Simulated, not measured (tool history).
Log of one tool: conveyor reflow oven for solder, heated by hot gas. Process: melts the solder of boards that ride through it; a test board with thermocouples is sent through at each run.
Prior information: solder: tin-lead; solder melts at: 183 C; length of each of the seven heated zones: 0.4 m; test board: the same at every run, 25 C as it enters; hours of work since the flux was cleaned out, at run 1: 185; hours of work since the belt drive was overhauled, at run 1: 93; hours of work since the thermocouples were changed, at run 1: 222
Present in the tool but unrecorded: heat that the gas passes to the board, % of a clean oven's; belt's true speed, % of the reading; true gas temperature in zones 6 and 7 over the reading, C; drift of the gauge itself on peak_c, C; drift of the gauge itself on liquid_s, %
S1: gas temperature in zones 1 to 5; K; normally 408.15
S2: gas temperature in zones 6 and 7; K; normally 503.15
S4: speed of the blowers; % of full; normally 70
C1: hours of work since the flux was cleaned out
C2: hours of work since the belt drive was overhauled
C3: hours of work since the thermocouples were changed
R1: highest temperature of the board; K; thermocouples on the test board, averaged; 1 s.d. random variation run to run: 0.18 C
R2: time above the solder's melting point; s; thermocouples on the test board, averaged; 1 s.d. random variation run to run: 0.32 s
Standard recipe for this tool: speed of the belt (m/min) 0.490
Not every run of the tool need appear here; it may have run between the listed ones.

Run 1, hour 0.0: usual settings; C1 185; C2 93; C3 222. Result: R1 491.45 K, R2 75.2 s.
Run 2, hour 10.1: usual settings; C1 190; C2 98; C3 226. Result: R1 491.55 K, R2 74.4 s.
Run 3, hour 22.2: usual settings; C1 195; C2 103; C3 232. Result: R1 491.35 K, R2 75.1 s.
Run 4, hour 36.3: usual settings; C1 202; C2 110; C3 239. Result: R1 491.85 K, R2 74.7 s.
Run 5, hour 49.5: usual settings; C1 208; C2 116; C3 245. Result: R1 491.25 K, R2 75.4 s.
Run 6, hour 59.5: usual settings; C1 213; C2 121; C3 250. Result: R1 491.55 K, R2 75.1 s.
Run 7, hour 73.9: usual settings; C1 220; C2 128; C3 257. Result: R1 491.75 K, R2 75.0 s.
At hour 80.9: flux residue cleaned out of gas plates and filters.
Run 8, hour 85.9: usual settings; C1 2; C2 131; C3 260. Result: R1 491.65 K, R2 75.0 s.
Run 9, hour 98.7: usual settings but speed of the belt (m/min) 0.529; C1 8; C2 137; C3 266. Result: R1 489.65 K, R2 67.0 s.
Run 10, hour 107.4: usual settings but speed of the belt (m/min) 0.529; C1 13; C2 142; C3 270. Result: R1 489.75 K, R2 66.6 s.
Run 11, hour 116.8: usual settings but speed of the belt (m/min) 0.529; C1 17; C2 146; C3 275. Result: R1 489.45 K, R2 66.7 s.
Run 12, hour 129.2: usual settings; C1 23; C2 152; C3 281. Result: R1 491.55 K, R2 74.8 s.
Run 13, hour 140.2: usual settings but speed of the belt (m/min) 0.440; C1 28; C2 157; C3 286. Result: R1 494.25 K, R2 87.5 s.
Run 14, hour 150.3: usual settings but speed of the belt (m/min) 0.414; C1 33; C2 162; C3 291. Result: R1 495.65 K, R2 94.3 s.
Run 15, hour 158.3: usual settings but S1 394.15 K, S2 507.15 K, speed of the belt (m/min) 0.415, S4 87 % of full; C1 37; C2 166; C3 295. Result: R1 501.15 K, R2 94.8 s.
Run 16, hour 165.0: usual settings but speed of the belt (m/min) 0.455, S4 68 % of full; C1 40; C2 169; C3 298. Result: R1 492.85 K, R2 82.7 s.
Run 17, hour 177.5: usual settings but S2 505.15 K, speed of the belt (m/min) 0.401, S4 68 % of full; C1 46; C2 175; C3 304. Result: R1 497.55 K, R2 99.2 s.
Run 18, hour 191.0: usual settings but S1 416.15 K, S2 504.15 K, speed of the belt (m/min) 0.551; C1 53; C2 182; C3 310. Result: R1 490.75 K, R2 68.0 s.
Run 19, hour 199.3: usual settings but speed of the belt (m/min) 0.454, S4 62 % of full; C1 57; C2 185; C3 314. Result: R1 491.65 K, R2 81.5 s.
Run 20, hour 207.6: usual settings but S1 418.15 K, S2 499.15 K, speed of the belt (m/min) 0.548, S4 61 % of full; C1 60; C2 189; C3 318. Result: R1 483.95 K, R2 62.6 s.
Run 21, hour 217.6: usual settings but S1 403.15 K, S2 515.15 K, speed of the belt (m/min) 0.533; C1 65; C2 194; C3 323. Result: R1 499.45 K, R2 72.4 s.
Run 22, hour 231.1: usual settings but S1 403.15 K, S2 515.15 K, speed of the belt (m/min) 0.533; C1 72; C2 201; C3 329. Result: R1 499.35 K, R2 72.4 s.
Run 23, hour 245.2: usual settings but S1 394.15 K, speed of the belt (m/min) 0.563; C1 78; C2 207; C3 336. Result: R1 485.55 K, R2 53.7 s.

What differs in the tool's unlogged condition from the final listed run ahead of each entry between runs to the first listed run following it?
Between runs 7 and 8: flux residue cleaned out of gas plates and filters (hour 80.9)
  heat that the gas passes to the board, % of a clean oven's: 99.6 -> 100
